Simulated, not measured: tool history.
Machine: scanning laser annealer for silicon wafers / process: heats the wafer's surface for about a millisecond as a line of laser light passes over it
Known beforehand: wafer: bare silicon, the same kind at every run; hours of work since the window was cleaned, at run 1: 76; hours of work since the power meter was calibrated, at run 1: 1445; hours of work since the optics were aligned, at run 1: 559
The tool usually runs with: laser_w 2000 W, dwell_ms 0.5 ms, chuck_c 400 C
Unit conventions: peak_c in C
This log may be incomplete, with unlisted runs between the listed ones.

| run | hour | laser_w | dwell_ms | chuck_c | hours of work since the window was cleaned | hours of work since the power meter was calibrated | hours of work since the optics were aligned | peak_c |
|---|---|---|---|---|---|---|---|---|
| 1 | 0 | 2000 | 0.5 | 400 | 76 | 1445 | 559 | 1127 |
| 2 | 45.1 | 2000 | 0.5 | 400 | 109 | 1478 | 592 | 1125 |
| 3 | 95 | 2000 | 0.5 | 400 | 146 | 1515 | 628 | 1126 |
| 4 | 133.6 | 2000 | 0.5 | 400 | 174 | 1543 | 657 | 1124 |
| 5 | 161.4 | 2000 | 0.5 | 400 | 195 | 1564 | 677 | 1126 |
| 6 | 200.8 | 2000 | 0.5 | 400 | 224 | 1593 | 706 | 1124 |
| 7 | 232.2 | 2000 | 0.5 | 400 | 247 | 1616 | 729 | 1121 |
| 8 | 261.1 | 2000 | 0.5 | 400 | 268 | 1637 | 751 | 1122 |
| 9 | 309 | 2000 | 0.5 | 400 | 303 | 1672 | 786 | 1121 |
| 10 | 346.4 | 2000 | 0.5 | 400 | 331 | 1700 | 813 | 1121 |
| 11 | 394.8 | 2000 | 0.5 | 400 | 366 | 1735 | 849 | 1117 |
| 12 | 436.1 | 2000 | 0.5 | 400 | 397 | 1766 | 879 | 1118 |
| 13 | 466.1 | 1988 | 0.609 | 417 | 419 | 1788 | 901 | 1207 |
|  | 471.2 | laser's power meter calibrated |
| 14 | 503 | 2040 | 0.389 | 364 | 444 | 23 | 926 | 1016 |
| 15 | 535.5 | 1834 | 0.588 | 400 | 468 | 47 | 950 | 1103 |
|  | 542.3 | window over the wafer cleaned |
|  | 570.5 | laser's power meter calibrated, once more |
| 16 | 578.4 | 2120 | 0.588 | 400 | 24 | 6 | 978 | 1247 |
| 17 | 613.1 | 2120 | 0.588 | 400 | 50 | 31 | 1004 | 1245 |

What does the tool deliver on the next run?
| 18 | 656.4 | 2120 | 0.588 | 400 | 82 | 63 | 1036 | ? |

Run 18 produced peak_c 1242 C.
Minus the tool's unlogged condition, the same run would have read peak_c 1250 C.

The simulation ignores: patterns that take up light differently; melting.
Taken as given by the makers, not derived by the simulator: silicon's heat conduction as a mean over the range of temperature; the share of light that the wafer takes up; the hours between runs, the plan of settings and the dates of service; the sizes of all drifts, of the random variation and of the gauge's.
